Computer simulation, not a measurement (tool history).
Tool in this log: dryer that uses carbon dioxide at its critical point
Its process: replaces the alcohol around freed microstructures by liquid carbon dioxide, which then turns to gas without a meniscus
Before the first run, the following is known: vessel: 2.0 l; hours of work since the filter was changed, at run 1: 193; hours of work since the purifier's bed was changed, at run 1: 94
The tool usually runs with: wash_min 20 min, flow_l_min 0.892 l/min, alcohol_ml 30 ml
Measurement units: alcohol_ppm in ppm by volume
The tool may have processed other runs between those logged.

run,hour,wash_min,flow_l_min,alcohol_ml,hours of work since the filter was changed,hours of work since the purifier's bed was changed,alcohol_ppm
1,0.0,20,0.892,30,193,94,55
2,18.1,20,0.892,33,198,100,62
3,30.6,20,0.892,33,202,104,66
4,48.0,20,0.892,33,208,109,64
5,66.2,20,0.892,33,213,115,64
6,73.7,20,0.892,33,216,117,60
7,86.9,20,1.091,33,220,121,56
8,95.9,20,1.091,33,223,124,60
9,110.8,20,1.091,33,227,129,69
10,122.4,22,1.091,33,231,132,63
11,131.3,22,1.091,33,234,135,62
12,148.1,22,1.091,33,239,140,66
13,156.7,22,1.091,33,242,143,72
14,173.9,31,1.306,33,247,148,77
15,184.6,15,1.088,36,250,152,100
16,202.6,15,1.088,36,256,157,106
17,217.2,15,1.088,36,261,162,101
18,231.3,15,1.088,36,265,166,93
19,240.2,20,1.180,33,268,169,78
20,256.4,20,1.180,33,273,174,83
21,268.1,20,1.180,33,276,178,89
22,282.3,20,1.180,33,281,182,83
23,290.0,20,1.180,33,283,184,88

Predict each of these 3 candidate next runs independently; none follows another, all start after run 23:
A,306.2,20,0.626,33,288,189,?
B,306.2,12,0.824,27,288,189,?
C,306.2,30,0.892,30,288,189,?

run,alcohol_ppm
A,211
B,367
C,79
Without the tool's hidden state the same runs would have given:
run,alcohol_ppm
A,105
B,239
C,0
